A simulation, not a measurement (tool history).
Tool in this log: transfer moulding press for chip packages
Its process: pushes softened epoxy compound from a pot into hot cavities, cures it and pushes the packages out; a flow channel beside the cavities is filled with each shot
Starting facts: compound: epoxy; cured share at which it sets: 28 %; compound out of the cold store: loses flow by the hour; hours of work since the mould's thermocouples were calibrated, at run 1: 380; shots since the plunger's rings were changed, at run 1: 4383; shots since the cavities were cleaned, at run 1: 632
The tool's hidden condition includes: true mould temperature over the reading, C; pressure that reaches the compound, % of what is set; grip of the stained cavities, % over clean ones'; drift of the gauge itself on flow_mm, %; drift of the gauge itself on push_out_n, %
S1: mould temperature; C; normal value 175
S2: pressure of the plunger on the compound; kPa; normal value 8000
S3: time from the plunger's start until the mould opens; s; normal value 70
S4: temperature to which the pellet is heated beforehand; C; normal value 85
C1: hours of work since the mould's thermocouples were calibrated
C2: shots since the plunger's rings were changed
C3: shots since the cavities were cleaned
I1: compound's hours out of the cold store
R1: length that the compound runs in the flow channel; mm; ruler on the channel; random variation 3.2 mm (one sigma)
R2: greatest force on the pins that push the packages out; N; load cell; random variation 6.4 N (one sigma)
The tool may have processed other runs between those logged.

run   hour   S1    S2  S3  S4   C1    C2   C3    I1   R1   R2
  1    0.0  175  8000  70  85  380  4383  632   9.2  693  249
  2   16.9  175  8000  70  85  387  4585  834  28.3  635  240
  3   28.4  175  8000  70  85  392  4723  972  18.1  665  244
      33.4  -- cavities cleaned with cleaning compound and waxed
  4   49.5  175  8000  70  85  401  4957  192  40.0  611  247
  5   69.5  175  8000  70  85  410  5196  431  17.7  664  253
  6   85.1  175  8000  70  85  417  5383  618  14.7  667  260
  7  102.8  175  8000  70  85  425  5595  830  22.6  650  245
     119.4  -- cavities cleaned with cleaning compound and waxed
  8  129.8  175  8000  70  85  436  5899  124  47.2  590  233
     139.5  -- plunger's sealing rings changed
  9  143.5  175  8000  70  85  441    48  258  40.3  605  233
 10  158.7  175  8000  70  85  447   230  440  32.1  632  240
 11  176.2  175  8000  70  85  455   439  649  17.9  663  247
 12  189.8  175  8000  70  83  461   602  812  46.5  597  237
 13  204.4  175  8000  70  83  468   777  987  30.5  628  249
     208.3  -- cavities cleaned with cleaning compound and waxed
 14  227.0  175  8000  70  83  477  1029  224  32.2  632  228
 15  244.2  175  8000  70  83  484  1234  429  20.1  660  249
 16  259.8  175  8000  70  90  491  1422  617  40.9  603  236
 17  272.6  175  8000  70  90  497  1574  769  44.6  596  229
 18  291.7  178  8000  70  86  505  1803  998  38.4  607  198
     294.6  -- cavities cleaned with cleaning compound and waxed
 19  306.1  178  7690  70  88  511  1957  137  23.2  627  203

Predict each of these 5 candidate next runs independently; none follows another, all start after run 19:
  A  327.8  172  9880  70  78  521  2216  396  12.8   ?   ?
  B  327.8  178  7690  89  88  521  2216  396  44.1   ?   ?
  C  327.8  175  8000  50  85  521  2216  396  28.4   ?   ?
  D  327.8  175  7810  70  75  521  2216  396  40.7   ?   ?
  E  327.8  183  6990  65  85  521  2216  396  20.7   ?   ?

run   R1   R2
  A  761  332
  B  577  167
  C  633  505
  D  602  232
  E  589  195
Without the tool's hidden state the same runs would have given:
run   R1   R2
  A  761  331
  B  577  166
  C  633  503
  D  602  231
  E  590  195
